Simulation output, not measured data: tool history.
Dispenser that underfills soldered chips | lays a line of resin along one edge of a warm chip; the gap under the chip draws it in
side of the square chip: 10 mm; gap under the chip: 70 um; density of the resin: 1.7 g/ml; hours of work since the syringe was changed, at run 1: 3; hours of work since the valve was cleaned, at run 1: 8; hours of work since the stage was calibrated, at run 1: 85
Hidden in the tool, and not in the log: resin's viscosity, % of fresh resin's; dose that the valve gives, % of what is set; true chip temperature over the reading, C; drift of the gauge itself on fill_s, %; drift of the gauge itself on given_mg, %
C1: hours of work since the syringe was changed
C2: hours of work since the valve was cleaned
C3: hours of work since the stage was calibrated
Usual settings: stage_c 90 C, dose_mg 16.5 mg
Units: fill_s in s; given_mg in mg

Run 1, day 0.000: usual settings; C1 3; C2 8; C3 85. Result: fill_s 53.9 s, given_mg 16.44 mg.
At day 0.454: new syringe of resin.
Run 2, day 0.696: usual settings but dose_mg 17.2 mg; C1 4; C2 21; C3 97. Result: fill_s 57.5 s, given_mg 17.00 mg.
At day 1.054: new syringe of resin.
Run 3, day 1.054: usual settings; C1 0; C2 27; C3 104. Result: fill_s 46.7 s, given_mg 16.32 mg.
At day 1.667: new syringe of resin.
Run 4, day 1.667: usual settings; C1 0; C2 39; C3 115. Result: fill_s 46.2 s, given_mg 16.31 mg.
At day 2.062: dispensing valve cleaned and set on the balance.
Run 5, day 2.104: usual settings; C1 7; C2 1; C3 122. Result: fill_s 68.8 s, given_mg 16.48 mg.
At day 2.329: new syringe of resin.
Run 6, day 2.429: usual settings but stage_c 99 C; C1 2; C2 7; C3 128. Result: fill_s 34.2 s, given_mg 16.42 mg.
Run 7, day 2.871: usual settings but stage_c 99 C; C1 10; C2 15; C3 136. Result: fill_s 52.7 s, given_mg 16.39 mg.
At day 2.967: new syringe of resin.
Run 8, day 3.421: usual settings but stage_c 99 C; C1 8; C2 25; C3 146. Result: fill_s 49.2 s, given_mg 16.35 mg.
At day 3.579: new syringe of resin.
Run 9, day 4.054: usual settings but stage_c 103 C, dose_mg 16.1 mg; C1 9; C2 36; C3 157. Result: fill_s 41.7 s, given_mg 15.88 mg.
At day 4.208: new syringe of resin.
At day 4.600: dispensing valve cleaned and set on the balance.
Run 10, day 4.758: usual settings but stage_c 103 C, dose_mg 16.1 mg; C1 9; C2 3; C3 169. Result: fill_s 42.9 s, given_mg 16.12 mg.

The next listed run, before its measurement:
At day 4.862: new syringe of resin.
Run 11, day 5.425: usual settings but stage_c 103 C, dose_mg 16.1 mg; C1 10; C2 15; C3 181. Result: fill_s ?, given_mg ?.

Run 11 gave fill_s 44.4 s, given_mg 16.07 mg.
Without the tool's hidden state the same run would have given fill_s 24.4 s, given_mg 16.13 mg.
